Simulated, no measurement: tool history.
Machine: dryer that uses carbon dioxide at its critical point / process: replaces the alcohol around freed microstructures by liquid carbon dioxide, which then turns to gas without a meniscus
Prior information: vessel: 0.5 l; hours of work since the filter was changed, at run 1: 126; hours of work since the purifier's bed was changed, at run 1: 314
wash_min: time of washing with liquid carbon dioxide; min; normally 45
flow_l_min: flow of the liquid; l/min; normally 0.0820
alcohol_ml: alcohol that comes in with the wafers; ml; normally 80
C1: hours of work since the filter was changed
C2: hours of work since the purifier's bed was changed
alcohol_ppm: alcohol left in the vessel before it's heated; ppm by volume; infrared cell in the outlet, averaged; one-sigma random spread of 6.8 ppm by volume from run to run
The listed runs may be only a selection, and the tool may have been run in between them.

Run 1, hour 0.0: usual settings; C1 126; C2 314. Result: alcohol_ppm 404 ppm by volume.
Run 2, hour 23.8: usual settings; C1 135; C2 323. Result: alcohol_ppm 411 ppm by volume.
Run 3, hour 40.6: usual settings; C1 141; C2 329. Result: alcohol_ppm 419 ppm by volume.
Run 4, hour 64.1: usual settings; C1 150; C2 337. Result: alcohol_ppm 428 ppm by volume.
Run 5, hour 96.9: usual settings; C1 162; C2 350. Result: alcohol_ppm 426 ppm by volume.
Run 6, hour 113.4: usual settings; C1 168; C2 356. Result: alcohol_ppm 439 ppm by volume.
Run 7, hour 139.5: usual settings but flow_l_min 0.0857 l/min; C1 177; C2 365. Result: alcohol_ppm 341 ppm by volume.
Run 8, hour 170.7: usual settings but alcohol_ml 47 ml; C1 189; C2 377. Result: alcohol_ppm 294 ppm by volume.
Run 9, hour 201.4: usual settings but alcohol_ml 47 ml; C1 200; C2 388. Result: alcohol_ppm 298 ppm by volume.
Run 10, hour 234.5: usual settings but alcohol_ml 47 ml; C1 212; C2 400. Result: alcohol_ppm 310 ppm by volume.
Run 11, hour 250.6: usual settings but alcohol_ml 47 ml; C1 218; C2 406. Result: alcohol_ppm 310 ppm by volume.
Run 12, hour 283.9: usual settings; C1 230; C2 418. Result: alcohol_ppm 466 ppm by volume.
Run 13, hour 316.3: usual settings but wash_min 46 min; C1 242; C2 430. Result: alcohol_ppm 443 ppm by volume.
Run 14, hour 331.7: usual settings but wash_min 58 min; C1 248; C2 436. Result: alcohol_ppm 133 ppm by volume.
Run 15, hour 350.5: usual settings but wash_min 58 min; C1 255; C2 443. Result: alcohol_ppm 139 ppm by volume.
Run 16, hour 381.6: usual settings but wash_min 58 min; C1 266; C2 454. Result: alcohol_ppm 147 ppm by volume.
Run 17, hour 410.8: usual settings but wash_min 58 min; C1 277; C2 465. Result: alcohol_ppm 143 ppm by volume.
Run 18, hour 434.5: usual settings but wash_min 58 min; C1 286; C2 474. Result: alcohol_ppm 142 ppm by volume.
Run 19, hour 467.0: usual settings but wash_min 58 min; C1 298; C2 486. Result: alcohol_ppm 155 ppm by volume.
Run 20, hour 500.1: usual settings but wash_min 58 min; C1 310; C2 498. Result: alcohol_ppm 153 ppm by volume.
Run 21, hour 531.3: usual settings but wash_min 58 min; C1 321; C2 509. Result: alcohol_ppm 160 ppm by volume.
Run 22, hour 553.5: usual settings; C1 330; C2 517. Result: alcohol_ppm 537 ppm by volume.
Run 23, hour 576.6: usual settings; C1 338; C2 526. Result: alcohol_ppm 559 ppm by volume.
Run 24, hour 594.9: usual settings but wash_min 35 min, flow_l_min 0.1238 l/min, alcohol_ml 104 ml; C1 345; C2 533. Result: alcohol_ppm 291 ppm by volume.
At hour 621.2: inlet filter changed.
Run 25, hour 629.7: usual settings but wash_min 54 min, flow_l_min 0.1105 l/min, alcohol_ml 64 ml; C1 3; C2 545. Result: alcohol_ppm 72 ppm by volume.
Run 26, hour 662.6: usual settings but wash_min 54 min, flow_l_min 0.1105 l/min, alcohol_ml 30 ml; C1 15; C2 557. Result: alcohol_ppm 87 ppm by volume.
Run 27, hour 683.3: usual settings but wash_min 56 min, flow_l_min 0.0502 l/min, alcohol_ml 69 ml; C1 23; C2 565. Result: alcohol_ppm 1373 ppm by volume.
Run 28, hour 701.8: usual settings but wash_min 56 min, flow_l_min 0.0502 l/min, alcohol_ml 69 ml; C1 30; C2 572. Result: alcohol_ppm 1337 ppm by volume.
Run 29, hour 727.9: usual settings but wash_min 31 min, flow_l_min 0.1282 l/min; C1 39; C2 581. Result: alcohol_ppm 262 ppm by volume.
Run 30, hour 755.3: usual settings but wash_min 31 min, flow_l_min 0.1288 l/min, alcohol_ml 76 ml; C1 49; C2 591. Result: alcohol_ppm 255 ppm by volume.
Run 31, hour 789.4: usual settings but wash_min 31 min, flow_l_min 0.1288 l/min, alcohol_ml 76 ml; C1 62; C2 604. Result: alcohol_ppm 250 ppm by volume.
Run 32, hour 817.5: usual settings but wash_min 69 min, alcohol_ml 89 ml; C1 72; C2 614. Result: alcohol_ppm 97 ppm by volume.
Run 33, hour 834.4: usual settings but wash_min 50 min, flow_l_min 0.0563 l/min; C1 78; C2 620. Result: alcohol_ppm 1595 ppm by volume.
Run 34, hour 862.1: usual settings but wash_min 37 min, flow_l_min 0.1299 l/min, alcohol_ml 21 ml; C1 89; C2 631. Result: alcohol_ppm 102 ppm by volume.
Run 35, hour 889.0: usual settings but wash_min 46 min, flow_l_min 0.0529 l/min, alcohol_ml 21 ml; C1 98; C2 640. Result: alcohol_ppm 856 ppm by volume.
Run 36, hour 905.0: usual settings but wash_min 46 min, flow_l_min 0.0529 l/min, alcohol_ml 21 ml; C1 104; C2 646. Result: alcohol_ppm 844 ppm by volume.
Run 37, hour 937.7: usual settings but wash_min 44 min, flow_l_min 0.1066 l/min; C1 116; C2 658. Result: alcohol_ppm 165 ppm by volume.
Run 38, hour 962.5: usual settings but wash_min 47 min, flow_l_min 0.1380 l/min, alcohol_ml 86 ml; C1 125; C2 667. Result: alcohol_ppm 104 ppm by volume.
Run 39, hour 987.9: usual settings but wash_min 71 min, flow_l_min 0.1247 l/min; C1 135; C2 677. Result: alcohol_ppm 91 ppm by volume.
Run 40, hour 1006.8: usual settings but wash_min 71 min, flow_l_min 0.1247 l/min; C1 142; C2 684. Result: alcohol_ppm 93 ppm by volume.
Run 41, hour 1034.8: usual settings but wash_min 51 min, flow_l_min 0.1283 l/min, alcohol_ml 44 ml; C1 152; C2 694. Result: alcohol_ppm 109 ppm by volume.
Run 42, hour 1061.0: usual settings but wash_min 32 min, flow_l_min 0.0514 l/min, alcohol_ml 44 ml; C1 162; C2 704. Result: alcohol_ppm 6254 ppm by volume.
Run 43, hour 1083.6: usual settings but flow_l_min 0.0499 l/min, alcohol_ml 29 ml; C1 170; C2 712. Result: alcohol_ppm 1690 ppm by volume.
Run 44, hour 1115.8: usual settings but flow_l_min 0.0499 l/min, alcohol_ml 29 ml; C1 182; C2 724. Result: alcohol_ppm 1619 ppm by volume.
Run 45, hour 1148.4: usual settings but flow_l_min 0.0845 l/min, alcohol_ml 29 ml; C1 194; C2 736. Result: alcohol_ppm 219 ppm by volume.
Run 46, hour 1170.7: usual settings but wash_min 28 min, flow_l_min 0.0546 l/min, alcohol_ml 41 ml; C1 202; C2 744. Result: alcohol_ppm 7066 ppm by volume.

Below are 3 alternative next runs, each starting from the tool's condition after run 46. Predict each:
Run A, hour 1196.4: usual settings but wash_min 29 min, alcohol_ml 22 ml; C1 212; C2 753. Result: alcohol_ppm ?.
Run B, hour 1196.4: usual settings but flow_l_min 0.0936 l/min; C1 212; C2 753. Result: alcohol_ppm ?.
Run C, hour 1196.4: usual settings but wash_min 41 min, flow_l_min 0.1068 l/min, alcohol_ml 32 ml; C1 212; C2 753. Result: alcohol_ppm ?.

run  alcohol_ppm
  A         1057
  B          274
  C          148
With no hidden state in the tool, these same runs would have given:
run  alcohol_ppm
  A          793
  B          124
  C           34
